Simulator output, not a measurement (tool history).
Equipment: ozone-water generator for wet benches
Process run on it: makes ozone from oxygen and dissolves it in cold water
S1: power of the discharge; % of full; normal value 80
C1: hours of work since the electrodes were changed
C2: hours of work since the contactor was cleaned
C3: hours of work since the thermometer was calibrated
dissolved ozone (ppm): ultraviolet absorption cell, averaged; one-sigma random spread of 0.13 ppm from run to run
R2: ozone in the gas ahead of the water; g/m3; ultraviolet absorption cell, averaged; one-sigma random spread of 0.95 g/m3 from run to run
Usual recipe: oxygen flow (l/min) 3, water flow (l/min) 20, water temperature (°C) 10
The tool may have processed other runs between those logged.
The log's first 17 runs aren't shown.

run 18 hour=416.2 | S1=80 oxygen_flow_(l/min)=3 water_flow_(l/min)=13 water_temperature_(°C)=10 | C1=763 C2=3304 C3=3106 | dissolved_ozone_(ppm)=21.8 R2=161.3
run 19 hour=438 | S1=45 oxygen_flow_(l/min)=3 water_flow_(l/min)=23 water_temperature_(°C)=10 | C1=779 C2=3320 C3=3121 | dissolved_ozone_(ppm)=7.5 R2=94.3
run 20 hour=452.8 | S1=80 oxygen_flow_(l/min)=4.25 water_flow_(l/min)=15 water_temperature_(°C)=17 | C1=790 C2=3330 C3=3132 | dissolved_ozone_(ppm)=19.3 R2=142.9
run 21 hour=468.9 | S1=80 oxygen_flow_(l/min)=4.25 water_flow_(l/min)=15 water_temperature_(°C)=17 | C1=801 C2=3342 C3=3144 | dissolved_ozone_(ppm)=19 R2=143.2
run 22 hour=497.1 | S1=95 oxygen_flow_(l/min)=4.13 water_flow_(l/min)=23 water_temperature_(°C)=9 | C1=822 C2=3363 C3=3164 | dissolved_ozone_(ppm)=17.2 R2=169.3
run 23 hour=529.1 | S1=95 oxygen_flow_(l/min)=4.13 water_flow_(l/min)=23 water_temperature_(°C)=9 | C1=845 C2=3386 C3=3187 | dissolved_ozone_(ppm)=17.3 R2=168.9
run 24 hour=559.8 | S1=95 oxygen_flow_(l/min)=4.13 water_flow_(l/min)=23 water_temperature_(°C)=9 | C1=867 C2=3408 C3=3210 | dissolved_ozone_(ppm)=17.2 R2=169.7
run 25 hour=591.9 | S1=56 oxygen_flow_(l/min)=4.96 water_flow_(l/min)=29 water_temperature_(°C)=15 | C1=891 C2=3431 C3=3233 | dissolved_ozone_(ppm)=8.6 R2=95
run 26 hour=625.9 | S1=41 oxygen_flow_(l/min)=1.71 water_flow_(l/min)=21 water_temperature_(°C)=17 | C1=915 C2=3456 C3=3258 | dissolved_ozone_(ppm)=5.8 R2=106
run 27 hour=647.7 | S1=46 oxygen_flow_(l/min)=1.55 water_flow_(l/min)=21 water_temperature_(°C)=10 | C1=931 C2=3472 C3=3274 | dissolved_ozone_(ppm)=6.5 R2=123
run 28 hour=680.6 | S1=80 oxygen_flow_(l/min)=4.46 water_flow_(l/min)=20 water_temperature_(°C)=9 | C1=955 C2=3496 C3=3297 | dissolved_ozone_(ppm)=17.4 R2=140.6
run 29 hour=705.5 | S1=80 oxygen_flow_(l/min)=1.88 water_flow_(l/min)=20 water_temperature_(°C)=8 | C1=973 C2=3514 C3=3315 | dissolved_ozone_(ppm)=12.7 R2=192.7
run 30 hour=726.2 | S1=80 oxygen_flow_(l/min)=1.88 water_flow_(l/min)=20 water_temperature_(°C)=8 | C1=988 C2=3529 C3=3330 | dissolved_ozone_(ppm)=12.3 R2=193.5
run 31 hour=744.2 | S1=47 oxygen_flow_(l/min)=4.42 water_flow_(l/min)=27 water_temperature_(°C)=10 | C1=1001 C2=3542 C3=3344 | dissolved_ozone_(ppm)=7.7 R2=86.6
run 32 hour=762.6 | S1=52 oxygen_flow_(l/min)=4.42 water_flow_(l/min)=27 water_temperature_(°C)=10 | C1=1015 C2=3555 C3=3357 | dissolved_ozone_(ppm)=8.6 R2=94.3

Below are 5 alternative next runs, each starting from the tool's condition after run 32. Predict each:
run A hour=787.5 | S1=80 oxygen_flow_(l/min)=4.19 water_flow_(l/min)=30 water_temperature_(°C)=11 | C1=1033 C2=3573 C3=3375 | dissolved_ozone_(ppm)=? R2=?
run B hour=787.5 | S1=68 oxygen_flow_(l/min)=3.41 water_flow_(l/min)=27 water_temperature_(°C)=7 | C1=1033 C2=3573 C3=3375 | dissolved_ozone_(ppm)=? R2=?
run C hour=787.5 | S1=82 oxygen_flow_(l/min)=4.4 water_flow_(l/min)=20 water_temperature_(°C)=10 | C1=1033 C2=3573 C3=3375 | dissolved_ozone_(ppm)=? R2=?
run D hour=787.5 | S1=52 oxygen_flow_(l/min)=4.92 water_flow_(l/min)=27 water_temperature_(°C)=16 | C1=1033 C2=3573 C3=3375 | dissolved_ozone_(ppm)=? R2=?
run E hour=787.5 | S1=80 oxygen_flow_(l/min)=1.87 water_flow_(l/min)=20 water_temperature_(°C)=10 | C1=1033 C2=3573 C3=3375 | dissolved_ozone_(ppm)=? R2=?

run=A dissolved_ozone_(ppm)=11.4 R2=142.2
run=B dissolved_ozone_(ppm)=10.3 R2=132
run=C dissolved_ozone_(ppm)=17.4 R2=145
run=D dissolved_ozone_(ppm)=8.3 R2=90.3
run=E dissolved_ozone_(ppm)=12 R2=193.4
The same runs, with their run-to-run variation unchanged, on a tool lacking any hidden condition would have given:
run=A dissolved_ozone_(ppm)=11.4 R2=142.3
run=B dissolved_ozone_(ppm)=10.3 R2=132
run=C dissolved_ozone_(ppm)=17.5 R2=145.1
run=D dissolved_ozone_(ppm)=8.3 R2=90.3
run=E dissolved_ozone_(ppm)=12 R2=193.4

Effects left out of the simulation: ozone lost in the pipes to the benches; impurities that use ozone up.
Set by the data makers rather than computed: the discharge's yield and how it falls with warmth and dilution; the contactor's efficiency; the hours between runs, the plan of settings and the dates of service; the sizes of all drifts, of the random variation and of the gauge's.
